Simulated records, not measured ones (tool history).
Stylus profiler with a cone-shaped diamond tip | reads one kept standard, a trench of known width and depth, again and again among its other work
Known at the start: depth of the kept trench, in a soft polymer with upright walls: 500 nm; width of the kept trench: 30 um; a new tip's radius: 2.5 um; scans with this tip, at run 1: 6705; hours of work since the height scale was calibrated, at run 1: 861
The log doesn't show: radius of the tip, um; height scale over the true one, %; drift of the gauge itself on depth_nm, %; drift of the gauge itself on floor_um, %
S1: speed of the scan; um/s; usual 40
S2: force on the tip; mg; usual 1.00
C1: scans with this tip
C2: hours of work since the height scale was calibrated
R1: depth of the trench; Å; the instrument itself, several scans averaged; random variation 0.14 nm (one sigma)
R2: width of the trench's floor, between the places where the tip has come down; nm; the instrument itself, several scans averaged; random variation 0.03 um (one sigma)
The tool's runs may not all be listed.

{"run": 1, "hour": 0.0, "S1": 40, "S2": 1.0, "C1": 6705, "C2": 861, "R1": 5037.7, "R2": 26680}
{"run": 2, "hour": 12.5, "S1": 40, "S2": 0.37, "C1": 6752, "C2": 867, "R1": 5019.6, "R2": 26440}
{"run": 3, "hour": 34.1, "S1": 40, "S2": 0.37, "C1": 6834, "C2": 878, "R1": 5017.7, "R2": 26380}
{"run": 4, "hour": 51.3, "S1": 40, "S2": 1.0, "C1": 6899, "C2": 886, "R1": 5038.6, "R2": 26640}
{"run": 5, "hour": 74.7, "S1": 40, "S2": 1.0, "C1": 6986, "C2": 897, "R1": 5038.5, "R2": 26710}
{"run": 6, "hour": 88.8, "S1": 40, "S2": 1.0, "C1": 7040, "C2": 904, "R1": 5038.5, "R2": 26680}
{"run": 7, "hour": 102.4, "S1": 40, "S2": 1.0, "C1": 7091, "C2": 911, "R1": 5036.3, "R2": 26700}
{"run": 8, "hour": 125.8, "S1": 148, "S2": 1.0, "C1": 7179, "C2": 922, "R1": 5038.5, "R2": 25740}
{"run": 9, "hour": 140.3, "S1": 40, "S2": 1.0, "C1": 7234, "C2": 929, "R1": 5036.7, "R2": 26630}
{"run": 10, "hour": 155.8, "S1": 160, "S2": 1.0, "C1": 7292, "C2": 936, "R1": 5038.1, "R2": 25720}
{"run": 11, "hour": 167.5, "S1": 160, "S2": 1.0, "C1": 7336, "C2": 942, "R1": 5039.7, "R2": 25700}
{"run": 12, "hour": 188.3, "S1": 40, "S2": 1.0, "C1": 7415, "C2": 952, "R1": 5038.7, "R2": 26670}
{"run": 13, "hour": 201.8, "S1": 40, "S2": 1.0, "C1": 7466, "C2": 959, "R1": 5035.6, "R2": 26640}
{"run": 14, "hour": 221.3, "S1": 28, "S2": 1.0, "C1": 7539, "C2": 968, "R1": 5036.8, "R2": 26780}
{"run": 15, "hour": 242.4, "S1": 28, "S2": 1.0, "C1": 7618, "C2": 978, "R1": 5037.9, "R2": 26720}
{"run": 16, "hour": 253.7, "S1": 28, "S2": 1.0, "C1": 7661, "C2": 984, "R1": 5038.1, "R2": 26780}
{"run": 17, "hour": 266.7, "S1": 22, "S2": 1.28, "C1": 7710, "C2": 990, "R1": 5046.7, "R2": 26810}
{"run": 18, "hour": 289.0, "S1": 22, "S2": 1.28, "C1": 7794, "C2": 1001, "R1": 5042.8, "R2": 26850}
{"run": 19, "hour": 303.5, "S1": 22, "S2": 1.28, "C1": 7849, "C2": 1008, "R1": 5041.7, "R2": 26800}
{"run": 20, "hour": 316.7, "S1": 29, "S2": 0.75, "C1": 7899, "C2": 1014, "R1": 5031.8, "R2": 26700}
{"run": 21, "hour": 340.1, "S1": 29, "S2": 0.75, "C1": 7987, "C2": 1026, "R1": 5029.9, "R2": 26710}
{"run": 22, "hour": 354.8, "S1": 29, "S2": 0.75, "C1": 8042, "C2": 1033, "R1": 5030.6, "R2": 26690}
{"run": 23, "hour": 370.9, "S1": 21, "S2": 1.0, "C1": 8103, "C2": 1040, "R1": 5037.5, "R2": 26750}
{"run": 24, "hour": 384.2, "S1": 57, "S2": 0.67, "C1": 8153, "C2": 1047, "R1": 5026.7, "R2": 26340}
{"run": 25, "hour": 405.7, "S1": 15, "S2": 1.05, "C1": 8234, "C2": 1057, "R1": 5038.5, "R2": 26860}
{"run": 26, "hour": 427.9, "S1": 15, "S2": 1.05, "C1": 8318, "C2": 1068, "R1": 5038.1, "R2": 26850}
{"run": 27, "hour": 440.8, "S1": 15, "S2": 1.05, "C1": 8366, "C2": 1074, "R1": 5041.7, "R2": 26860}
{"run": 28, "hour": 460.2, "S1": 15, "S2": 1.05, "C1": 8439, "C2": 1084, "R1": 5036.4, "R2": 26830}
{"run": 29, "hour": 482.0, "S1": 103, "S2": 0.39, "C1": 8522, "C2": 1094, "R1": 5019.3, "R2": 25580}
{"run": 30, "hour": 495.2, "S1": 54, "S2": 0.99, "C1": 8571, "C2": 1101, "R1": 5037.2, "R2": 26540}
{"run": 31, "hour": 518.1, "S1": 54, "S2": 0.99, "C1": 8658, "C2": 1112, "R1": 5039.1, "R2": 26480}

4 ways to go on from here, each from the tool as it stands after run 31. What would each give?
{"run": "A", "hour": 542.5, "S1": 79, "S2": 1.2, "C1": 8750, "C2": 1124, "R1": "?", "R2": "?"}
{"run": "B", "hour": 542.5, "S1": 54, "S2": 0.43, "C1": 8750, "C2": 1124, "R1": "?", "R2": "?"}
{"run": "C", "hour": 542.5, "S1": 20, "S2": 1.0, "C1": 8750, "C2": 1124, "R1": "?", "R2": "?"}
{"run": "D", "hour": 542.5, "S1": 14, "S2": 0.46, "C1": 8750, "C2": 1124, "R1": "?", "R2": "?"}

run=A R1=5040.3 R2=26370
run=B R1=5023.7 R2=26290
run=C R1=5038.5 R2=26810
run=D R1=5023.3 R2=26790
Without the tool's hidden state the same runs would have given:
run=A R1=5040.1 R2=26380
run=B R1=5023.5 R2=26310
run=C R1=5038.3 R2=26830
run=D R1=5023.1 R2=26810
